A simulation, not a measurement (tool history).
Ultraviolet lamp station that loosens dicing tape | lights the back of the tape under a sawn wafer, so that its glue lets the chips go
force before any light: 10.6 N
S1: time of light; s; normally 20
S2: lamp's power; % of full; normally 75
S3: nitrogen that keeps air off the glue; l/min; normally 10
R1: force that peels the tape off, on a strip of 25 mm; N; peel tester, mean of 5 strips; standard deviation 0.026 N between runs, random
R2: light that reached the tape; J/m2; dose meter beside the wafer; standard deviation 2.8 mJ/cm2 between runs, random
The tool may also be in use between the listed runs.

run   hour  S1  S2  S3     R1    R2
  1      0  20  75  10  1.303  3950
  2   24.1  20  75  10  1.259  3920
  3   67.7  20  75  10   1.29  3950
  4  104.4  20  75  10  1.292  3930
     116.9  -- window cleaned of glue's vapour
  5  133.2  20  75  10  1.249  3960
  6  172.5  25  75  10  0.826  4940
  7  226.8  25  75  10  0.843  4890
  8  275.4  10  72  10  3.581  1890
     296.8  -- lamp changed
  9    331  25  64   7  1.408  4150
 10  382.5  25  64   7  1.349  4190

What if the next run were any one of these 3? Each begins from the tool's condition after run 10:
  A  435.5  10  64   5   ?   ?
  B  435.5  11  95   3   ?   ?
  C  435.5  33  75  10   ?   ?

run     R1    R2
  A  5.041  1660
  B  3.851  2720
  C  0.495  6570
The same runs, with their run-to-run variation unchanged, on a tool lacking any hidden condition would have given:
run     R1    R2
  A  5.038  1660
  B  3.847  2720
  C  0.494  6580
